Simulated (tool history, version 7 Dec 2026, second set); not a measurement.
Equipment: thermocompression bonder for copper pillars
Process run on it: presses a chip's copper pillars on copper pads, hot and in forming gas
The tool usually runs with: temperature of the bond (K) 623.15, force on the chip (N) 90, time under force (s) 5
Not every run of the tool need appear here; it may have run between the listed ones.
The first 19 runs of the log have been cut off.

run   hour  temperature of the bond (K)  force on the chip (N)  time under force (s)  hours of work since the heater was calibrated  hours of work since the force cell was calibrated  hours of work since the gas filter was changed  force that shears a chip off (N)
 20  342.5                       623.15                     82                     5                                            678                                                405                                              57                              77.6
 21  363.9                       623.15                     82                     5                                            693                                                420                                              72                              78.3
 22  376.2                       646.15                    123                     3                                            701                                                429                                              80                              92.2
 23  391.6                       646.15                    123                     3                                            712                                                440                                              91                              92.3
 24  417.3                       599.15                     90                     4                                            730                                                458                                             109                              63.1
 25  432.2                       599.15                     90                     4                                            741                                                468                                             120                              63.2
 26  448.9                       623.15                     90                     3                                            753                                                480                                             132                              68.9
 27  473.7                       623.15                    119                     5                                            770                                                497                                             149                              91.7
 28  485.1                       636.15                    108                     5                                            778                                                506                                             157                              95.0
 29  504.9                       649.15                     67                     5                                            792                                                520                                             171                              82.1
 30  519.6                       632.15                     86                    14                                            803                                                530                                             182                             109.4
 31  530.4                       632.15                     86                    14                                            810                                                537                                             189                             108.6
 32  546.7                       632.15                     86                    14                                            822                                                549                                             201                             108.8
 33  560.9                       646.15                     86                     8                                            832                                                559                                             211                             101.7
 34  582.0                       620.15                    105                    14                                            847                                                574                                             226                             111.9
 35  600.6                       620.15                    105                    14                                            860                                                587                                             239                             110.4
 36  614.4                       622.15                     80                    13                                            869                                                597                                             248                              99.8
 37  637.2                       593.15                     66                     3                                            886                                                613                                             265                              44.0
 38  658.0                       623.15                     55                     5                                            900                                                628                                             279                              61.6
 39  679.7                       623.15                     55                     5                                            916                                                643                                             294                              61.6

5 options for the next run, each taken on its own from the tool as it stands now. Forecast them:
  A  700.5                       650.15                     55                     5                                            930                                                657                                             309                                 ?
  B  700.5                       623.15                     89                     5                                            930                                                657                                             309                                 ?
  C  700.5                       616.15                     70                     3                                            930                                                657                                             309                                 ?
  D  700.5                       623.15                     68                    10                                            930                                                657                                             309                                 ?
  E  700.5                       594.15                     90                     4                                            930                                                657                                             309                                 ?

run  force that shears a chip off (N)
  A                              73.5
  B                              79.4
  C                              55.1
  D                              86.6
  E                              59.9
Take away the tool's hidden state, keep each run's random variation, and the runs would have read:
run  force that shears a chip off (N)
  A                              76.0
  B                              81.9
  C                              56.8
  D                              89.4
  E                              61.7
